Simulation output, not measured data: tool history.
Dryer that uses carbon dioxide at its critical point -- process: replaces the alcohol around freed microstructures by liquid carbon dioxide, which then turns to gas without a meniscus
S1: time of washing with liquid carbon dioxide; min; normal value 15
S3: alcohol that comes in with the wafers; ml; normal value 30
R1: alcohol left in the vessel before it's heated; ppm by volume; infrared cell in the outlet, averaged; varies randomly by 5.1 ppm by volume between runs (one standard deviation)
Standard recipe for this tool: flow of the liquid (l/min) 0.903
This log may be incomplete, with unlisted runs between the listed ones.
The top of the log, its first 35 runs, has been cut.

run 36 hour=410.1 | S1=22 flow_of_the_liquid_(l/min)=0.759 S3=30 | R1=73
run 37 hour=424.1 | S1=22 flow_of_the_liquid_(l/min)=0.759 S3=30 | R1=71
run 38 hour=436.6 | S1=22 flow_of_the_liquid_(l/min)=0.759 S3=30 | R1=73
run 39 hour=450.3 | S1=16 flow_of_the_liquid_(l/min)=0.759 S3=58 | R1=360
run 40 hour=459.3 | S1=20 flow_of_the_liquid_(l/min)=1.346 S3=28 | R1=38
run 41 hour=475.2 | S1=11 flow_of_the_liquid_(l/min)=1.147 S3=88 | R1=460
run 42 hour=485.8 | S1=24 flow_of_the_liquid_(l/min)=0.855 S3=61 | R1=58
run 43 hour=496.6 | S1=15 flow_of_the_liquid_(l/min)=0.903 S3=43 | R1=189
run 44 hour=503.2 | S1=14 flow_of_the_liquid_(l/min)=0.903 S3=71 | R1=380

Forecast each of these 3 alternatives for the next run:
run A hour=510.8 | S1=16 flow_of_the_liquid_(l/min)=0.903 S3=23 | R1=?
run B hour=510.8 | S1=17 flow_of_the_liquid_(l/min)=0.903 S3=30 | R1=?
run C hour=510.8 | S1=14 flow_of_the_liquid_(l/min)=0.675 S3=71 | R1=?

run=A R1=105
run=B R1=104
run=C R1=1113
Without the tool's unlogged condition, the same runs would have read:
run=A R1=45
run=B R1=45
run=C R1=784
